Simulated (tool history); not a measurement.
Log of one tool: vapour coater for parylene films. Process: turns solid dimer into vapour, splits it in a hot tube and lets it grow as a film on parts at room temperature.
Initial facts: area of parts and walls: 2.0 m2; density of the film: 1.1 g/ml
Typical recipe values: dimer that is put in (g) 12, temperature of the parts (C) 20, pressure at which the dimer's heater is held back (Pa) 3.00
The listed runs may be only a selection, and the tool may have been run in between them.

run,hour,dimer that is put in (g),temperature of the parts (C),pressure at which the dimer's heater is held back (Pa),thickness of the film (nm)
1,0.0,12,20,3.00,2850
2,20.4,12,20,3.00,2900
3,35.6,12,20,3.00,2870
4,54.7,12,20,2.39,2990
5,74.9,12,20,2.39,3000
# hour 83.0: trap's valve overhauled
6,90.2,12,20,2.39,3010
7,100.9,12,20,2.39,3040
8,120.6,12,20,2.39,3020
9,133.3,12,20,2.39,2950
10,155.0,12,20,2.55,3000
11,164.5,12,20,2.55,3020
12,174.2,12,20,5.11,2650
13,196.2,12,20,5.11,2670
14,210.8,12,20,5.11,2670
15,226.6,12,28,3.16,2180
16,242.5,12,14,2.61,3670
17,263.4,12,31,3.00,1970
18,276.9,12,31,3.00,1960
19,286.2,15,12,3.00,4840
20,296.3,12,15,3.00,3440
21,312.1,11,31,4.04,1720

3 options for the next run, each taken on its own from the tool as it stands now. Forecast them:
A,331.6,11,31,6.27,?
B,331.6,9,20,5.11,?
C,331.6,7,31,4.04,?

run,thickness of the film (nm)
A,1620
B,2010
C,1110
Without the tool's unlogged condition, the same runs would have read:
run,thickness of the film (nm)
A,1620
B,2020
C,1110

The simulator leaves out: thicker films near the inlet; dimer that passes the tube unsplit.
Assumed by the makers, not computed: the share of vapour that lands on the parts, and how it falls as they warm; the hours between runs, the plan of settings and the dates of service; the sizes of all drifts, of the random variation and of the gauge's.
